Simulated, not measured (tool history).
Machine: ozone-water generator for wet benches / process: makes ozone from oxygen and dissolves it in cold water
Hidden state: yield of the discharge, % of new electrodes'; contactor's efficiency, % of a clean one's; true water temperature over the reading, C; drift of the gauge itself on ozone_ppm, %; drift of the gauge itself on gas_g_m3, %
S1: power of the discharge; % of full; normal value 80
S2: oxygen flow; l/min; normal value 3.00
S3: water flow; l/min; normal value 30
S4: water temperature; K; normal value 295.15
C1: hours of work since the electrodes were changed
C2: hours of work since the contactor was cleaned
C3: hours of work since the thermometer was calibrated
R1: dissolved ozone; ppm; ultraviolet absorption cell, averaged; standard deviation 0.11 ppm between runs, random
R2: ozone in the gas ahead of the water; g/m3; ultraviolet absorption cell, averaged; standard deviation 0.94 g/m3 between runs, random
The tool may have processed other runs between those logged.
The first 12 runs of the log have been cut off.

run 13 hour=1637.9 | S1=80 S2=3.00 S3=30 S4=295.15 | C1=1884 C2=4225 C3=1950 | R1=7.1 R2=149.5
run 14 hour=1755.1 | S1=80 S2=3.00 S3=30 S4=288.15 | C1=1973 C2=4314 C3=2039 | R1=7.4 R2=150.0
run 15 hour=1842.6 | S1=80 S2=3.00 S3=30 S4=298.15 | C1=2040 C2=4381 C3=2106 | R1=6.7 R2=150.9
run 16 hour=2006.0 | S1=80 S2=3.00 S3=30 S4=295.15 | C1=2165 C2=4506 C3=2231 | R1=6.9 R2=147.9
run 17 hour=2155.3 | S1=80 S2=3.00 S3=30 S4=295.15 | C1=2279 C2=4620 C3=2345 | R1=7.0 R2=147.4
run 18 hour=2347.1 | S1=80 S2=3.00 S3=30 S4=295.15 | C1=2425 C2=4766 C3=2491 | R1=6.8 R2=146.6
run 19 hour=2474.1 | S1=66 S2=3.00 S3=46 S4=295.15 | C1=2522 C2=4863 C3=2588 | R1=3.6 R2=126.6
run 20 hour=2608.1 | S1=43 S2=2.87 S3=46 S4=295.15 | C1=2624 C2=4965 C3=2690 | R1=2.7 R2=99.9
run 21 hour=2773.1 | S1=43 S2=5.07 S3=46 S4=295.15 | C1=2750 C2=5091 C3=2816 | R1=3.6 R2=81.1
-- hour=2882.7 contactor cleaned
run 22 hour=2941.2 | S1=80 S2=4.46 S3=26 S4=294.15 | C1=2875 C2=45 C3=2941 | R1=10.1 R2=126.7
run 23 hour=3035.1 | S1=80 S2=3.48 S3=32 S4=294.15 | C1=2947 C2=116 C3=3013 | R1=7.3 R2=139.3
run 24 hour=3237.0 | S1=79 S2=3.48 S3=36 S4=294.15 | C1=3101 C2=270 C3=3167 | R1=6.4 R2=135.4
run 25 hour=3431.3 | S1=79 S2=3.48 S3=36 S4=294.15 | C1=3249 C2=418 C3=3315 | R1=6.4 R2=133.9
run 26 hour=3610.3 | S1=79 S2=3.48 S3=36 S4=294.15 | C1=3385 C2=555 C3=3451 | R1=6.3 R2=134.9
run 27 hour=3751.0 | S1=68 S2=3.21 S3=20 S4=288.15 | C1=3493 C2=662 C3=3559 | R1=10.7 R2=125.8
run 28 hour=3914.3 | S1=53 S2=3.00 S3=30 S4=295.15 | C1=3617 C2=787 C3=3683 | R1=5.4 R2=110.2
-- hour=3985.0 water thermometer calibrated
run 29 hour=4073.7 | S1=53 S2=3.00 S3=30 S4=295.15 | C1=3738 C2=908 C3=68 | R1=5.7 R2=108.7
run 30 hour=4257.6 | S1=53 S2=3.00 S3=30 S4=295.15 | C1=3879 C2=1048 C3=208 | R1=5.5 R2=107.7
run 31 hour=4351.3 | S1=48 S2=3.00 S3=28 S4=295.15 | C1=3950 C2=1120 C3=279 | R1=5.6 R2=101.8
run 32 hour=4500.3 | S1=48 S2=3.08 S3=28 S4=295.15 | C1=4064 C2=1233 C3=393 | R1=5.5 R2=99.7
run 33 hour=4609.9 | S1=48 S2=4.86 S3=31 S4=289.15 | C1=4147 C2=1317 C3=477 | R1=6.2 R2=84.8
run 34 hour=4811.1 | S1=56 S2=5.15 S3=33 S4=289.15 | C1=4301 C2=1470 C3=630 | R1=6.5 R2=92.5

Consider 3 possible next runs. They are alternatives, not a sequence: every one starts from the tool as it was left by run 34. What does each give?
run A hour=4896.6 | S1=80 S2=3.34 S3=21 S4=291.15 | C1=4366 C2=1536 C3=695 | R1=? R2=?
run B hour=4896.6 | S1=56 S2=4.87 S3=44 S4=297.15 | C1=4366 C2=1536 C3=695 | R1=? R2=?
run C hour=4896.6 | S1=63 S2=5.15 S3=43 S4=289.15 | C1=4366 C2=1536 C3=695 | R1=? R2=?

run=A R1=10.9 R2=134.0
run=B R1=4.2 R2=93.0
run=C R1=5.1 R2=100.2
Stripped of hidden state, with their random variation kept, the same runs would have yielded:
run=A R1=13.0 R2=155.8
run=B R1=4.9 R2=104.7
run=C R1=6.0 R2=113.9
